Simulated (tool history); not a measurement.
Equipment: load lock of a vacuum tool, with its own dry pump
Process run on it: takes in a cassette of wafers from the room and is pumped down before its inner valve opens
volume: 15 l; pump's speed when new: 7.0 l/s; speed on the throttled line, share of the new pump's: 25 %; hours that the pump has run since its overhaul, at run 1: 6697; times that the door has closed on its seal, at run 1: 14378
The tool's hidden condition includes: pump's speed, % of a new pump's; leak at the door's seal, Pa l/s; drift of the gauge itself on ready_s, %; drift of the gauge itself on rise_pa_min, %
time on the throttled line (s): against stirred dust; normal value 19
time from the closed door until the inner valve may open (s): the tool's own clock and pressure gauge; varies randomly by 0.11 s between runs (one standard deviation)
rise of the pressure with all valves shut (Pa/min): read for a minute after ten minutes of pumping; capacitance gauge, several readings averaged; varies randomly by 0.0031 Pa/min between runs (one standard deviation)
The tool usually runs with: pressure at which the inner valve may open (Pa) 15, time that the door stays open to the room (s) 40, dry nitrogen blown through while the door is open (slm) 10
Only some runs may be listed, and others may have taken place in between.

| run | hour | time on the throttled line (s) | pressure at which the inner valve may open (Pa) | time that the door stays open to the room (s) | dry nitrogen blown through while the door is open (slm) | hours that the pump has run since its overhaul | times that the door has closed on its seal | incoming humidity of the room's air, % | time from the closed door until the inner valve may open (s) | rise of the pressure with all valves shut (Pa/min) |
|---|---|---|---|---|---|---|---|---|---|---|
| 1 | 0.0 | 19 | 15 | 40 | 10 | 6697 | 14378 | 47.0 | 34.3 | 0.138 |
| 2 | 51.9 | 13 | 15 | 40 | 10 | 6749 | 14593 | 48.0 | 29.8 | 0.140 |
| 3 | 131.9 | 13 | 15 | 40 | 10 | 6829 | 14924 | 45.5 | 29.7 | 0.140 |
| 4 | 218.2 | 19 | 15 | 82 | 10 | 6915 | 15281 | 49.0 | 34.1 | 0.166 |
| 5 | 278.2 | 19 | 15 | 82 | 10 | 6975 | 15530 | 44.8 | 34.3 | 0.157 |
| 6 | 359.9 | 19 | 15 | 40 | 10 | 7057 | 15868 | 42.6 | 34.2 | 0.144 |
| 7 | 420.6 | 19 | 15 | 161 | 10 | 7118 | 16120 | 46.7 | 34.2 | 0.191 |
| 8 | 484.4 | 19 | 15 | 161 | 10 | 7182 | 16384 | 44.1 | 34.1 | 0.179 |
| 9 | 588.9 | 19 | 15 | 41 | 10 | 7286 | 16817 | 43.1 | 34.2 | 0.142 |
| 10 | 679.8 | 22 | 15 | 40 | 10 | 7377 | 17193 | 48.7 | 36.4 | 0.162 |
| 11 | 781.4 | 19 | 15 | 74 | 10 | 7479 | 17614 | 46.5 | 34.3 | 0.181 |
| 12 | 831.6 | 19 | 15 | 74 | 10 | 7529 | 17822 | 43.7 | 34.2 | 0.177 |
| 13 | 889.4 | 19 | 15 | 74 | 10 | 7587 | 18061 | 42.7 | 34.3 | 0.164 |
| 14 | 941.6 | 19 | 15 | 74 | 10 | 7639 | 18277 | 44.6 | 34.4 | 0.170 |
| 15 | 1012.8 | 19 | 29 | 40 | 10 | 7710 | 18572 | 42.3 | 32.9 | 0.154 |
| 16 | 1099.9 | 19 | 29 | 40 | 10 | 7797 | 18933 | 47.7 | 32.7 | 0.169 |
| 17 | 1183.6 | 19 | 29 | 32 | 10 | 7881 | 19280 | 46.9 | 32.6 | 0.167 |
| 18 | 1288.2 | 19 | 29 | 32 | 10 | 7985 | 19713 | 47.9 | 32.7 | 0.170 |
| 19 | 1382.0 | 11 | 15 | 40 | 10 | 8079 | 20101 | 43.4 | 28.8 | 0.170 |
| 20 | 1462.5 | 19 | 17 | 40 | 37 | 8160 | 20435 | 45.7 | 34.3 | 0.150 |
| 21 | 1544.7 | 19 | 14 | 121 | 18 | 8242 | 20775 | 45.4 | 34.5 | 0.191 |
| 22 | 1594.1 | 19 | 14 | 121 | 18 | 8291 | 20980 | 47.0 | 34.6 | 0.196 |
| 23 | 1672.3 | 18 | 24 | 154 | 38 | 8369 | 21303 | 46.4 | 32.7 | 0.178 |
| 24 | 1734.5 | 24 | 20 | 58 | 36 | 8432 | 21561 | 46.9 | 37.2 | 0.168 |
| 25 | 1823.5 | 24 | 20 | 81 | 36 | 8521 | 21930 | 44.0 | 37.2 | 0.173 |
| 26 | 1919.4 | 26 | 20 | 81 | 12 | 8617 | 22327 | 45.2 | 38.8 | 0.204 |
| 27 | 1966.8 | 26 | 20 | 81 | 12 | 8664 | 22523 | 42.9 | 39.1 | 0.196 |
| 28 | 2050.0 | 17 | 20 | 81 | 14 | 8747 | 22868 | 46.7 | 32.4 | 0.207 |
| 29 | 2148.0 | 12 | 15 | 40 | 10 | 8845 | 23274 | 48.1 | 29.3 | 0.194 |
| 30 | 2205.3 | 19 | 21 | 51 | 30 | 8902 | 23511 | 44.3 | 33.7 | 0.180 |
| 31 | 2284.1 | 22 | 15 | 40 | 26 | 8981 | 23837 | 44.3 | 36.7 | 0.184 |
| 32 | 2329.7 | 26 | 15 | 194 | 32 | 9027 | 24026 | 45.7 | 39.5 | 0.211 |
| 33 | 2388.9 | 26 | 26 | 167 | 33 | 9086 | 24271 | 46.0 | 38.3 | 0.209 |
| 34 | 2467.3 | 37 | 15 | 105 | 31 | 9164 | 24596 | 45.0 | 47.3 | 0.198 |
| 35 | 2528.8 | 37 | 10 | 105 | 31 | 9226 | 24851 | 45.0 | 48.7 | 0.202 |
| 36 | 2636.3 | 32 | 15 | 118 | 10 | 9333 | 25296 | 44.8 | 43.8 | 0.232 |
| 37 | 2710.2 | 32 | 25 | 44 | 8 | 9407 | 25602 | 45.4 | 43.0 | 0.214 |

Run 38 comes next. What will it give?
|  | 2738.2 | dry pump taken out, an overhauled one fitted |
| 38 | 2821.3 | 27 | 28 | 43 | 37 | 83 | 26037 | 47.5 | ? | ? |

time from the closed door until the inner valve may open (s): 37.7
rise of the pressure with all valves shut (Pa/min): 0.197
The same run, on a tool lacking any hidden state, would have yielded time from the closed door until the inner valve may open (s) 37.8, rise of the pressure with all valves shut (Pa/min) 0.056.
